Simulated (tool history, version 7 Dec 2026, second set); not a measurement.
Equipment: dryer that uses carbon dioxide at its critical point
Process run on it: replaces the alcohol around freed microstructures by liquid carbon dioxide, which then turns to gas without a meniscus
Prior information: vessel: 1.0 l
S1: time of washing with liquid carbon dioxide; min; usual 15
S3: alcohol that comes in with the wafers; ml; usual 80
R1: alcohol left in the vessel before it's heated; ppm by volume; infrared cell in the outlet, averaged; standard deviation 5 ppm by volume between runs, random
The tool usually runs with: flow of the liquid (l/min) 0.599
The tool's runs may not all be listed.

run 1 hour=0.0 | S1=15 flow_of_the_liquid_(l/min)=0.599 S3=80 | R1=84
run 2 hour=10.9 | S1=15 flow_of_the_liquid_(l/min)=0.599 S3=80 | R1=78
run 3 hour=25.9 | S1=15 flow_of_the_liquid_(l/min)=0.897 S3=80 | R1=36
run 4 hour=33.5 | S1=15 flow_of_the_liquid_(l/min)=0.897 S3=80 | R1=29
run 5 hour=50.6 | S1=15 flow_of_the_liquid_(l/min)=0.897 S3=80 | R1=39
run 6 hour=59.4 | S1=15 flow_of_the_liquid_(l/min)=0.599 S3=80 | R1=90
run 7 hour=73.1 | S1=15 flow_of_the_liquid_(l/min)=0.599 S3=23 | R1=65
run 8 hour=90.4 | S1=15 flow_of_the_liquid_(l/min)=0.599 S3=23 | R1=62
run 9 hour=103.9 | S1=17 flow_of_the_liquid_(l/min)=0.599 S3=23 | R1=46
run 10 hour=118.5 | S1=15 flow_of_the_liquid_(l/min)=0.599 S3=80 | R1=104
run 11 hour=131.6 | S1=15 flow_of_the_liquid_(l/min)=0.599 S3=80 | R1=112
run 12 hour=146.5 | S1=15 flow_of_the_liquid_(l/min)=0.599 S3=32 | R1=76
run 13 hour=156.5 | S1=18 flow_of_the_liquid_(l/min)=0.599 S3=80 | R1=68
run 14 hour=172.5 | S1=18 flow_of_the_liquid_(l/min)=0.599 S3=80 | R1=76
run 15 hour=189.7 | S1=18 flow_of_the_liquid_(l/min)=0.599 S3=80 | R1=71
run 16 hour=200.7 | S1=18 flow_of_the_liquid_(l/min)=0.599 S3=80 | R1=77
run 17 hour=212.3 | S1=15 flow_of_the_liquid_(l/min)=0.599 S3=80 | R1=133
run 18 hour=221.5 | S1=15 flow_of_the_liquid_(l/min)=0.599 S3=84 | R1=135
run 19 hour=235.8 | S1=15 flow_of_the_liquid_(l/min)=0.599 S3=84 | R1=146
run 20 hour=253.1 | S1=21 flow_of_the_liquid_(l/min)=0.599 S3=80 | R1=70
run 21 hour=267.9 | S1=21 flow_of_the_liquid_(l/min)=0.599 S3=80 | R1=70
run 22 hour=280.6 | S1=15 flow_of_the_liquid_(l/min)=0.599 S3=80 | R1=152
run 23 hour=288.7 | S1=15 flow_of_the_liquid_(l/min)=0.599 S3=23 | R1=100
run 24 hour=300.7 | S1=11 flow_of_the_liquid_(l/min)=0.935 S3=80 | R1=95
-- hour=307.9 inlet filter changed
run 25 hour=318.3 | S1=11 flow_of_the_liquid_(l/min)=0.935 S3=80 | R1=94
run 26 hour=333.5 | S1=11 flow_of_the_liquid_(l/min)=0.935 S3=80 | R1=86
run 27 hour=349.2 | S1=13 flow_of_the_liquid_(l/min)=0.462 S3=59 | R1=410
run 28 hour=365.9 | S1=21 flow_of_the_liquid_(l/min)=0.602 S3=59 | R1=80
run 29 hour=377.3 | S1=10 flow_of_the_liquid_(l/min)=0.389 S3=114 | R1=4277
run 30 hour=391.8 | S1=15 flow_of_the_liquid_(l/min)=0.520 S3=91 | R1=194
run 31 hour=408.1 | S1=15 flow_of_the_liquid_(l/min)=0.794 S3=49 | R1=88
run 32 hour=416.6 | S1=15 flow_of_the_liquid_(l/min)=0.984 S3=59 | R1=97
run 33 hour=425.8 | S1=13 flow_of_the_liquid_(l/min)=0.664 S3=34 | R1=105
run 34 hour=439.7 | S1=13 flow_of_the_liquid_(l/min)=0.664 S3=21 | R1=118
run 35 hour=449.7 | S1=15 flow_of_the_liquid_(l/min)=0.515 S3=27 | R1=135
run 36 hour=461.3 | S1=15 flow_of_the_liquid_(l/min)=0.366 S3=114 | R1=1304
run 37 hour=477.0 | S1=15 flow_of_the_liquid_(l/min)=0.629 S3=80 | R1=129
run 38 hour=493.8 | S1=12 flow_of_the_liquid_(l/min)=0.380 S3=88 | R1=2086
run 39 hour=503.8 | S1=12 flow_of_the_liquid_(l/min)=0.380 S3=88 | R1=2114
run 40 hour=517.9 | S1=10 flow_of_the_liquid_(l/min)=0.944 S3=99 | R1=138
run 41 hour=529.6 | S1=10 flow_of_the_liquid_(l/min)=0.944 S3=99 | R1=141
run 42 hour=538.5 | S1=23 flow_of_the_liquid_(l/min)=0.629 S3=30 | R1=111
run 43 hour=553.4 | S1=16 flow_of_the_liquid_(l/min)=0.537 S3=80 | R1=181
run 44 hour=569.7 | S1=21 flow_of_the_liquid_(l/min)=0.875 S3=21 | R1=121
run 45 hour=577.1 | S1=21 flow_of_the_liquid_(l/min)=0.875 S3=21 | R1=126
run 46 hour=586.8 | S1=15 flow_of_the_liquid_(l/min)=0.599 S3=64 | R1=155

Pick out some run-to-run changes in R1. Of each, how much would a tool without hidden state show as well, from the settings, what came in and chance, and how much is left for the hidden state and any gauge scatter not in both results compared?
Unlogged tool condition in this case: flow that reaches the vessel past the clogged filter, %; alcohol in the recycled carbon dioxide, ppm; drift of the gauge itself on alcohol_ppm, %.
Run 28 -> 29: S1 21 -> 10, flow of the liquid (l/min) 0.602 -> 0.389, S3 59 -> 114. R1 +4197 ppm by volume: hidden state +232, all else +3965.
Run 29 -> 30: S1 10 -> 15, flow of the liquid (l/min) 0.389 -> 0.520, S3 114 -> 91. R1 -4083 ppm by volume: hidden state -212, all else -3871.
Run 37 -> 38: S1 15 -> 12, flow of the liquid (l/min) 0.629 -> 0.380, S3 80 -> 88. R1 +1957 ppm by volume: hidden state +257, all else +1700.
Run 39 -> 40: S1 12 -> 10, flow of the liquid (l/min) 0.380 -> 0.944, S3 88 -> 99. R1 -1976 ppm by volume: hidden state -265, all else -1711.
